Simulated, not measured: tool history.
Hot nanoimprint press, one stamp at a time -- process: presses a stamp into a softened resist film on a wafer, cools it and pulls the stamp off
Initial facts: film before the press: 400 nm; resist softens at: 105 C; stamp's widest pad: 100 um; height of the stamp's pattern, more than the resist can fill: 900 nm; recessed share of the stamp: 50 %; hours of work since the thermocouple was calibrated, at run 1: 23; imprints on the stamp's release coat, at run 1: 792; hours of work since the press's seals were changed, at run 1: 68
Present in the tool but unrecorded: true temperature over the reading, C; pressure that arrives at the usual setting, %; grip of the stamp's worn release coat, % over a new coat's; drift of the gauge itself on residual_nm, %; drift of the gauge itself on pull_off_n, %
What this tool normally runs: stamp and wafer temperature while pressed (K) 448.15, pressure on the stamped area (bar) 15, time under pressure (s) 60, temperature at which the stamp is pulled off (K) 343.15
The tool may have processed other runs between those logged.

run     day  stamp and wafer temperature while pressed (K)  pressure on the stamped area (bar)  time under pressure (s)  temperature at which the stamp is pulled off (K)  hours of work since the thermocouple was calibrated  imprints on the stamp's release coat  hours of work since the press's seals were changed  resist left under the stamp's widest pad (angstrom)  greatest force while the stamp is pulled off (N)
  1       0                                         448.15                                  15                       60                                            343.15                                                   23                                   792                                                  68                                                 1471                                               225
  2   0.912                                         448.15                                  15                       60                                            343.15                                                   38                                   878                                                  84                                                 1463                                               238
  3   2.004                                         448.15                                  15                       60                                            343.15                                                   57                                   981                                                 102                                                 1481                                               242
      2.671  -- stamp cleaned and given a new release coat
  4   4.029                                         448.15                                  15                       60                                            343.15                                                   87                                   128                                                 132                                                 1488                                               185
  5   5.579                                         448.15                                  15                       60                                            341.15                                                  113                                   275                                                 159                                                 1484                                               211
  6   7.221                                         448.15                                  15                       60                                            341.15                                                  141                                   430                                                 186                                                 1487                                               213
  7   8.746                                         460.15                                  15                       60                                            341.15                                                  167                                   574                                                 212                                                  841                                               219
  8   9.933                                         460.15                                  15                       60                                            341.15                                                  187                                   686                                                 232                                                  843                                               233
  9  11.567                                         460.15                                  15                       60                                            341.15                                                  215                                   841                                                 260                                                  847                                               236
 10  13.017                                         448.15                                  15                       60                                            338.15                                                  239                                   978                                                 285                                                 1505                                               265
     13.733  -- stamp cleaned and given a new release coat
 11  14.267                                         448.15                                  15                       60                                            338.15                                                  256                                    50                                                 302                                                 1518                                               200
 12  16.054                                         448.15                                  15                       60                                            338.15                                                  287                                   219                                                 332                                                 1515                                               217
     16.304  -- plate thermocouple calibrated
 13  17.542                                         448.15                                  15                       60                                            349.15                                                   21                                   348                                                 355                                                 1537                                               182
 14  19.112                                         452.15                                   9                       60                                            343.15                                                   48                                   496                                                 382                                                 1598                                               209
     19.462  -- plate thermocouple calibrated, once more
 15    20.7                                         452.15                                   9                       60                                            343.15                                                   21                                   635                                                 407                                                 1553                                               222
 16  22.025                                         452.15                                   9                       60                                            343.15                                                   43                                   760                                                 429                                                 1557                                               235

Estimate the outcome of run 17 from the log above:
 17  23.667                                         452.15                                   9                       60                                            343.15                                                   71                                   915                                                 457                                                    ?                                                 ?

{"run 17": {"resist left under the stamp's widest pad (angstrom)": 1556, "greatest force while the stamp is pulled off (N)": 235}}
With the hidden condition absent and the run-to-run variation left alone, this run would have shown resist left under the stamp's widest pad (angstrom) 1535, greatest force while the stamp is pulled off (N) 179.
